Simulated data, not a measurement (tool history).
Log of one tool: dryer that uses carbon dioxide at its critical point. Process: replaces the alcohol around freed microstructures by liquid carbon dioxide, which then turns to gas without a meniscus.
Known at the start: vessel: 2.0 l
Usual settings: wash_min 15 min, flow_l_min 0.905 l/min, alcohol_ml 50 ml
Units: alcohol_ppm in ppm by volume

run   hour  wash_min  flow_l_min  alcohol_ml  alcohol_ppm
  1      0        15       0.905          50           88
  2   24.7        15       0.905          50           92
  3   42.6        15       0.905          50           93
  4   60.7        15       0.905          50          100
  5   75.2        15       0.905          50          104
  6   91.7        15       0.905          50          105
  7  109.1        15       0.905          50           98
  8  127.6        15       0.905          50           95
  9  151.8        15       0.905          50          113
 10  173.7        15       0.905          50          120
 11  185.1        14       1.501          59           34
 12  209.6        14       1.501          59           38
 13  223.5        14       1.501          59           41

Forecast run 14:
 14  238.1        15       0.685          47            ?

Run 14 gave alcohol_ppm 341 ppm by volume.
Without the tool's hidden state the same run would have given alcohol_ppm 249 ppm by volume.
